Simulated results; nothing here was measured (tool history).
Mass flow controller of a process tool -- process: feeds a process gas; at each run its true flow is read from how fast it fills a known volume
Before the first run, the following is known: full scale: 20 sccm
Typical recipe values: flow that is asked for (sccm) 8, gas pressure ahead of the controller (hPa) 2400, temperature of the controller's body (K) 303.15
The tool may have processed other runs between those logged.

run,hour,flow that is asked for (sccm),gas pressure ahead of the controller (hPa),temperature of the controller's body (K),true flow (%)
1,0.0,8,2400,303.15,97.79
2,85.5,8,2400,303.15,97.79
3,174.0,8,2400,303.15,97.70
4,282.5,8,2400,303.15,97.68
5,372.8,8,2400,303.15,97.76
6,513.1,8,2400,312.15,96.60
7,609.4,8,2400,303.15,97.77
8,689.9,3,1780,297.15,97.88
9,845.0,8,2070,294.15,98.86

The next listed run, before its measurement:
10,976.4,3,2400,311.15,?

true flow (%): 96.13
The same run, on a tool lacking any hidden state, would have yielded true flow (%) 96.13.
